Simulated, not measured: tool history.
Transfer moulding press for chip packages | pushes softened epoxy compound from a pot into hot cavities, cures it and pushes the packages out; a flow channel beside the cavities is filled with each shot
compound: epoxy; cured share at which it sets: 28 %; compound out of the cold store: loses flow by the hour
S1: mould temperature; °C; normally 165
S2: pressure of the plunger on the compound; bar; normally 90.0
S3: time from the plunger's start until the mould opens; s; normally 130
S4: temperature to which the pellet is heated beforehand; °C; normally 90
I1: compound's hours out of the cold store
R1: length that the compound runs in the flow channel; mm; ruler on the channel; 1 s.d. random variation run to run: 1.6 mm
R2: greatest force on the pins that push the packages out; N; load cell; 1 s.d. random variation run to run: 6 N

run	hour	S1	S2	S3	S4	I1	R1	R2
1	0.0	165	90.0	130	90	45.4	678	284
2	20.1	165	90.0	142	90	11.4	827	288
3	38.9	165	90.0	142	90	32.0	730	310
4	63.7	165	90.0	142	90	13.8	811	353
5	89.4	165	90.0	130	98	44.3	678	354
6	108.2	165	90.0	130	90	26.9	747	366
7	133.2	165	90.0	130	90	31.2	727	391
8	148.2	165	90.0	130	90	45.7	668	375
# hour 159.4: cavities cleaned with cleaning compound and waxed
9	170.2	165	90.0	130	90	44.1	673	244
10	190.9	165	90.0	130	90	34.5	708	288
11	220.9	165	90.0	130	80	18.0	783	321
12	238.2	165	90.0	130	80	41.5	676	342
13	261.0	167	90.0	130	90	44.9	659	336
14	275.4	167	90.0	130	90	42.2	668	345
15	292.1	167	94.6	130	98	10.5	827	352
16	304.3	165	99.2	130	88	23.9	781	375
17	325.3	165	90.0	137	85	19.0	763	370
18	339.1	165	79.6	112	90	43.0	627	440
# hour 346.7: cavities cleaned with cleaning compound and waxed
19	369.2	165	79.6	112	90	13.8	740	344
20	397.1	167	108.7	164	87	32.2	767	285
# hour 402.0: plunger's sealing rings changed
21	424.6	167	108.7	164	87	37.7	777	298
22	448.1	167	108.7	164	87	43.4	750	315
23	470.9	157	74.5	168	96	10.0	776	392
24	486.1	157	74.5	168	96	24.4	707	394
25	512.8	159	76.7	130	80	19.3	735	582
# hour 536.2: cavities cleaned with cleaning compound and waxed
26	536.2	159	76.7	130	80	37.8	659	305
27	556.0	167	83.1	127	86	42.7	650	253
28	571.4	168	90.0	130	90	47.7	655	262

Per-run results on a tool with no hidden state, each run keeping its own random variation:
The hidden state here: true mould temperature over the reading, C; pressure that reaches the compound, % of what is set; grip of the stained cavities, % over clean ones'; drift of the gauge itself on flow_mm, %; drift of the gauge itself on push_out_n, %.
run	R1	R2
1	680	222
2	831	206
3	736	207
4	819	226
5	687	214
6	757	218
7	739	229
8	680	216
9	687	217
10	724	223
11	803	218
12	695	223
13	679	212
14	690	213
15	855	210
16	808	219
17	792	215
18	652	248
19	771	273
20	803	205
21	780	199
22	754	199
23	782	231
24	713	232
25	744	328
26	668	284
27	661	210
28	667	201

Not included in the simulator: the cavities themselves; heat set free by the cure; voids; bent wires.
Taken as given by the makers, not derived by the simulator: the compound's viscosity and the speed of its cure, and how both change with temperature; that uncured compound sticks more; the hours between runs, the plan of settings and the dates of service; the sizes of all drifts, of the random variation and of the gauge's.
